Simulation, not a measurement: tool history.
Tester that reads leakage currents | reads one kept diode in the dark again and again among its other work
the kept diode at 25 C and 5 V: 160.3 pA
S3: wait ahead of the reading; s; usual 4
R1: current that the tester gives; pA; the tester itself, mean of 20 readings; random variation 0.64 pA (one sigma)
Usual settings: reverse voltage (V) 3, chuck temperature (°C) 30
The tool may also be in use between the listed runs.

Run 1, hour 0: usual settings. Result: R1 196.71 pA.
Run 2, hour 25.7: usual settings but reverse voltage (V) 5.72. Result: R1 245.99 pA.
Run 3, hour 49.8: usual settings but reverse voltage (V) 5.72. Result: R1 245.35 pA.
Run 4, hour 79.6: usual settings but reverse voltage (V) 19.54. Result: R1 380.77 pA.
Run 5, hour 116.6: usual settings but reverse voltage (V) 19.54, chuck temperature (°C) 52. Result: R1 2380.29 pA.
Run 6, hour 143.2: usual settings but reverse voltage (V) 3.8, chuck temperature (°C) 52. Result: R1 1343.91 pA.
Run 7, hour 176.8: usual settings but reverse voltage (V) 3.8, chuck temperature (°C) 52. Result: R1 1338.45 pA.
Run 8, hour 206.3: usual settings but reverse voltage (V) 3.8, chuck temperature (°C) 52. Result: R1 1334.25 pA.
Run 9, hour 243: usual settings but S3 0.31 s. Result: R1 195.85 pA.
Run 10, hour 284.1: usual settings but S3 1.28 s. Result: R1 194.48 pA.
Run 11, hour 308.5: usual settings but S3 1.28 s. Result: R1 192.55 pA.
Run 12, hour 343.2: usual settings but S3 1.28 s. Result: R1 192.45 pA.
Run 13, hour 363.5: usual settings. Result: R1 190.78 pA.
Run 14, hour 397.7: usual settings but reverse voltage (V) 4.21. Result: R1 214.86 pA.
Run 15, hour 423.6: usual settings but reverse voltage (V) 4.21. Result: R1 214.5 pA.
Run 16, hour 452.4: usual settings but reverse voltage (V) 18.79. Result: R1 368.4 pA.
Run 17, hour 484.5: usual settings but reverse voltage (V) 18.79, chuck temperature (°C) 60. Result: R1 4230.08 pA.
Run 18, hour 507: usual settings but reverse voltage (V) 7.17, chuck temperature (°C) 60. Result: R1 3031.86 pA.
Run 19, hour 533.1: usual settings. Result: R1 189.31 pA.
Run 20, hour 571: usual settings but S3 4.01 s. Result: R1 189.2 pA.
Run 21, hour 594.6: usual settings but reverse voltage (V) 10.27, chuck temperature (°C) 36, S3 0.9 s. Result: R1 497.57 pA.
Run 22, hour 614: usual settings but reverse voltage (V) 5.86, chuck temperature (°C) 36, S3 5.96 s. Result: R1 404.24 pA.
Run 23, hour 646: usual settings but reverse voltage (V) 4.66, chuck temperature (°C) 23, S3 1.39 s. Result: R1 116.56 pA.
Run 24, hour 685.8: usual settings but reverse voltage (V) 11.69, chuck temperature (°C) 38. Result: R1 613.62 pA.
Run 25, hour 716.3: usual settings but reverse voltage (V) 2.15, chuck temperature (°C) 22, S3 0.73 s. Result: R1 80.68 pA.
Run 26, hour 754.5: usual settings but reverse voltage (V) 1.45, chuck temperature (°C) 53, S3 2.67 s. Result: R1 1002.67 pA.
Run 27, hour 775.7: usual settings but reverse voltage (V) 19.17, chuck temperature (°C) 29, S3 6.55 s. Result: R1 331.79 pA.
Run 28, hour 799.6: usual settings but reverse voltage (V) 19.19, chuck temperature (°C) 32, S3 4.98 s. Result: R1 429.82 pA.
Run 29, hour 840.2: usual settings but reverse voltage (V) 9.4, chuck temperature (°C) 32, S3 1.01 s. Result: R1 333.28 pA.
Run 30, hour 864.6: usual settings but reverse voltage (V) 4.42, chuck temperature (°C) 33, S3 0.42 s. Result: R1 279.73 pA.
Run 31, hour 900.7: usual settings but reverse voltage (V) 19.38, chuck temperature (°C) 22, S3 0.42 s. Result: R1 192.34 pA.
Run 32, hour 938: usual settings but reverse voltage (V) 1.78, chuck temperature (°C) 37, S3 0.9 s. Result: R1 285.76 pA.
Run 33, hour 967.9: usual settings but reverse voltage (V) 1.78, chuck temperature (°C) 37, S3 0.9 s. Result: R1 285.04 pA.
Run 34, hour 985.4: usual settings but reverse voltage (V) 1.14, chuck temperature (°C) 27, S3 0.31 s. Result: R1 100.42 pA.
Run 35, hour 1007: usual settings but reverse voltage (V) 3.25, chuck temperature (°C) 26, S3 2.34 s. Result: R1 131.44 pA.
Run 36, hour 1036.7: usual settings but reverse voltage (V) 3.25, chuck temperature (°C) 26, S3 2.34 s. Result: R1 130.2 pA.
Run 37, hour 1054.1: usual settings but reverse voltage (V) 8.74, S3 7.3 s. Result: R1 268.46 pA.
Run 38, hour 1083.3: usual settings but S3 4.67 s. Result: R1 181.49 pA.
Run 39, hour 1117.8: usual settings but reverse voltage (V) 3.68, chuck temperature (°C) 39, S3 4.67 s. Result: R1 430.58 pA.
Run 40, hour 1153.9: usual settings but reverse voltage (V) 1.16, chuck temperature (°C) 24, S3 4.67 s. Result: R1 74.22 pA.

4 ways to go on from here, each from the tool as it stands after run 40. What would each give?
Run A, hour 1179: usual settings but reverse voltage (V) 2.68, chuck temperature (°C) 31, S3 9.32 s. Result: R1 ?.
Run B, hour 1179: usual settings but reverse voltage (V) 1.35, chuck temperature (°C) 57, S3 0.46 s. Result: R1 ?.
Run C, hour 1179: usual settings but chuck temperature (°C) 21. Result: R1 ?.
Run D, hour 1179: usual settings but reverse voltage (V) 12.4. Result: R1 ?.

run       R1
  A   189.84
  B  1303.33
  C    79.08
  D   301.21
Without the tool's hidden state the same runs would have given:
run       R1
  A   223.17
  B  1508.56
  C    92.26
  D   346.85
